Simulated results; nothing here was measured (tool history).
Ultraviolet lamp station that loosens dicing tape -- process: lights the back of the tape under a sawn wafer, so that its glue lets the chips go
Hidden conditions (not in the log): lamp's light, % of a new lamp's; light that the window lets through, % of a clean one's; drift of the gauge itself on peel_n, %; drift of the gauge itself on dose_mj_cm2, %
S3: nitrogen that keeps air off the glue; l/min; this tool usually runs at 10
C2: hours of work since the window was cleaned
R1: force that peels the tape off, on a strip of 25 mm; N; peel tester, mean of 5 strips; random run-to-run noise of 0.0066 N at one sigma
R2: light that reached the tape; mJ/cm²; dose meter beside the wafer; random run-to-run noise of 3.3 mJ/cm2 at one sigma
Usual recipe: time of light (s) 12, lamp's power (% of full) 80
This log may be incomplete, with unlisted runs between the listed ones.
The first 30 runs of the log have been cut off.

run 31 hour=1222.6 | time_of_light_(s)=15 lamp's_power_(%_of_full)=97 S3=13 | hours_of_work_of_the_lamp=804 C2=125 | R1=0.153 R2=680
run 32 hour=1251.3 | time_of_light_(s)=21 lamp's_power_(%_of_full)=88 S3=5 | hours_of_work_of_the_lamp=826 C2=147 | R1=0.146 R2=851
run 33 hour=1288.5 | time_of_light_(s)=21 lamp's_power_(%_of_full)=88 S3=4 | hours_of_work_of_the_lamp=854 C2=175 | R1=0.173 R2=845
run 34 hour=1331.6 | time_of_light_(s)=21 lamp's_power_(%_of_full)=88 S3=5 | hours_of_work_of_the_lamp=886 C2=208 | R1=0.148 R2=840
run 35 hour=1389.4 | time_of_light_(s)=7 lamp's_power_(%_of_full)=99 S3=10 | hours_of_work_of_the_lamp=930 C2=251 | R1=0.777 R2=304
run 36 hour=1437.6 | time_of_light_(s)=7 lamp's_power_(%_of_full)=72 S3=4 | hours_of_work_of_the_lamp=967 C2=288 | R1=2.354 R2=218
run 37 hour=1489.7 | time_of_light_(s)=7 lamp's_power_(%_of_full)=72 S3=4 | hours_of_work_of_the_lamp=1006 C2=327 | R1=2.430 R2=215
run 38 hour=1535.9 | time_of_light_(s)=24 lamp's_power_(%_of_full)=81 S3=10 | hours_of_work_of_the_lamp=1041 C2=362 | R1=0.151 R2=812
-- hour=1556.2 window cleaned of glue's vapour
run 39 hour=1572.5 | time_of_light_(s)=14 lamp's_power_(%_of_full)=80 S3=5 | hours_of_work_of_the_lamp=1068 C2=12 | R1=0.318 R2=516
run 40 hour=1618.9 | time_of_light_(s)=14 lamp's_power_(%_of_full)=80 S3=5 | hours_of_work_of_the_lamp=1103 C2=47 | R1=0.333 R2=515
run 41 hour=1647.9 | time_of_light_(s)=6 lamp's_power_(%_of_full)=74 S3=6 | hours_of_work_of_the_lamp=1125 C2=69 | R1=2.329 R2=202
run 42 hour=1677.5 | time_of_light_(s)=21 lamp's_power_(%_of_full)=74 S3=6 | hours_of_work_of_the_lamp=1148 C2=92 | R1=0.169 R2=691
run 43 hour=1725.7 | time_of_light_(s)=7 lamp's_power_(%_of_full)=68 S3=7 | hours_of_work_of_the_lamp=1184 C2=128 | R1=1.903 R2=209
run 44 hour=1765.1 | time_of_light_(s)=7 lamp's_power_(%_of_full)=68 S3=7 | hours_of_work_of_the_lamp=1214 C2=158 | R1=2.002 R2=206

Each row is a separate what-if for the run after 44, all from the same tool condition, not one after another. Results?
run A hour=1793.6 | time_of_light_(s)=16 lamp's_power_(%_of_full)=68 S3=6 | hours_of_work_of_the_lamp=1235 C2=179 | R1=? R2=?
run B hour=1793.6 | time_of_light_(s)=20 lamp's_power_(%_of_full)=68 S3=7 | hours_of_work_of_the_lamp=1235 C2=179 | R1=? R2=?
run C hour=1793.6 | time_of_light_(s)=18 lamp's_power_(%_of_full)=68 S3=7 | hours_of_work_of_the_lamp=1235 C2=179 | R1=? R2=?

run=A R1=0.374 R2=475
run=B R1=0.198 R2=591
run=C R1=0.264 R2=530
The same runs, with their run-to-run variation unchanged, on a tool lacking any hidden condition would have given:
run=A R1=0.225 R2=600
run=B R1=0.147 R2=746
run=C R1=0.179 R2=670
